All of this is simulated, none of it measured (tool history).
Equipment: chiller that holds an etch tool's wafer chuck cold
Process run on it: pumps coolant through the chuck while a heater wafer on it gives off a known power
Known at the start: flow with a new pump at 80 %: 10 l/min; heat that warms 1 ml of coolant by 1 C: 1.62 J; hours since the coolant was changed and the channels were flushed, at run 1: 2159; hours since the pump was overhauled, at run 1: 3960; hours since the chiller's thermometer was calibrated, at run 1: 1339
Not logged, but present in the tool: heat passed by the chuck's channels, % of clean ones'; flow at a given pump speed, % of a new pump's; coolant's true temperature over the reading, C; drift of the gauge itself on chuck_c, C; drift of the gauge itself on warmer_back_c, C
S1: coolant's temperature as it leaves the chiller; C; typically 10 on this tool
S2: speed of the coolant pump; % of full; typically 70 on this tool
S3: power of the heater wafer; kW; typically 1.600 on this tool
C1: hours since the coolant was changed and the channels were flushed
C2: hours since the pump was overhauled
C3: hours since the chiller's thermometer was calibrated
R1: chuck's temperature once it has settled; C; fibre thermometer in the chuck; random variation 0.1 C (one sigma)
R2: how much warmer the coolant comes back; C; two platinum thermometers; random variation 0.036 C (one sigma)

{"run": 1, "day": 0.0, "S1": 10, "S2": 70, "S3": 1.6, "C1": 2159, "C2": 3960, "C3": 1339, "R1": 23.9, "R2": 7.05}
{"run": 2, "day": 3.642, "S1": 10, "S2": 70, "S3": 1.6, "C1": 2246, "C2": 4047, "C3": 1427, "R1": 23.8, "R2": 7.11}
{"run": 3, "day": 7.212, "S1": 14, "S2": 70, "S3": 1.6, "C1": 2332, "C2": 4133, "C3": 1512, "R1": 28.1, "R2": 7.11}
{"run": 4, "day": 9.242, "S1": 14, "S2": 70, "S3": 1.6, "C1": 2381, "C2": 4181, "C3": 1561, "R1": 28.1, "R2": 7.11}
{"run": 5, "day": 13.142, "S1": 14, "S2": 70, "S3": 1.6, "C1": 2474, "C2": 4275, "C3": 1655, "R1": 28.0, "R2": 7.14}
{"run": 6, "day": 15.158, "S1": 14, "S2": 70, "S3": 1.6, "C1": 2523, "C2": 4323, "C3": 1703, "R1": 28.1, "R2": 7.12}
{"run": 7, "day": 18.529, "S1": 10, "S2": 70, "S3": 1.6, "C1": 2604, "C2": 4404, "C3": 1784, "R1": 24.0, "R2": 7.11}
{"run": 8, "day": 21.033, "S1": 10, "S2": 70, "S3": 0.877, "C1": 2664, "C2": 4464, "C3": 1844, "R1": 17.8, "R2": 3.95}
{"run": 9, "day": 24.096, "S1": 17, "S2": 70, "S3": 1.6, "C1": 2737, "C2": 4538, "C3": 1917, "R1": 31.1, "R2": 7.04}
{"run": 10, "day": 28.229, "S1": 17, "S2": 70, "S3": 1.6, "C1": 2836, "C2": 4637, "C3": 2017, "R1": 31.2, "R2": 7.15}
{"run": 11, "day": 31.217, "S1": 5, "S2": 70, "S3": 1.333, "C1": 2908, "C2": 4709, "C3": 2088, "R1": 16.9, "R2": 5.95}
{"run": 12, "day": 34.071, "S1": 10, "S2": 70, "S3": 1.107, "C1": 2977, "C2": 4777, "C3": 2157, "R1": 19.9, "R2": 4.98}
{"run": 13, "day": 36.783, "S1": 17, "S2": 70, "S3": 1.107, "C1": 3042, "C2": 4842, "C3": 2222, "R1": 26.9, "R2": 4.94}
{"run": 14, "day": 41.342, "S1": 10, "S2": 95, "S3": 1.802, "C1": 3151, "C2": 4952, "C3": 2331, "R1": 22.6, "R2": 5.66}
{"run": 15, "day": 45.708, "S1": 10, "S2": 61, "S3": 1.143, "C1": 3256, "C2": 5057, "C3": 2436, "R1": 21.6, "R2": 6.03}
{"run": 16, "day": 48.279, "S1": 9, "S2": 70, "S3": 1.6, "C1": 3318, "C2": 5118, "C3": 2498, "R1": 23.6, "R2": 7.19}
{"day": 51.229, "done": "chiller's thermometer calibrated"}
{"run": 17, "day": 51.367, "S1": 12, "S2": 91, "S3": 2.074, "C1": 3391, "C2": 5191, "C3": 3, "R1": 26.7, "R2": 6.97}
{"run": 18, "day": 54.162, "S1": 18, "S2": 82, "S3": 2.074, "C1": 3458, "C2": 5259, "C3": 70, "R1": 34.1, "R2": 7.89}
{"run": 19, "day": 57.008, "S1": 15, "S2": 67, "S3": 1.246, "C1": 3526, "C2": 5327, "C3": 139, "R1": 26.8, "R2": 5.93}

4 ways to go on from here, each from the tool as it stands after run 19. What would each give?
{"run": "A", "day": 60.983, "S1": 10, "S2": 70, "S3": 1.766, "C1": 3622, "C2": 5422, "C3": 234, "R1": "?", "R2": "?"}
{"run": "B", "day": 60.983, "S1": 13, "S2": 92, "S3": 1.224, "C1": 3622, "C2": 5422, "C3": 234, "R1": "?", "R2": "?"}
{"run": "C", "day": 60.983, "S1": 10, "S2": 63, "S3": 1.837, "C1": 3622, "C2": 5422, "C3": 234, "R1": "?", "R2": "?"}
{"run": "D", "day": 60.983, "S1": 5, "S2": 70, "S3": 1.631, "C1": 3622, "C2": 5422, "C3": 234, "R1": "?", "R2": "?"}

run=A R1=25.9 R2=7.94
run=B R1=21.7 R2=4.03
run=C R1=28.2 R2=9.34
run=D R1=19.8 R2=7.39
Take away the tool's hidden state, keep each run's random variation, and the runs would have read:
run=A R1=24.4 R2=7.57
run=B R1=20.9 R2=3.84
run=C R1=26.5 R2=8.91
run=D R1=18.4 R2=7.05
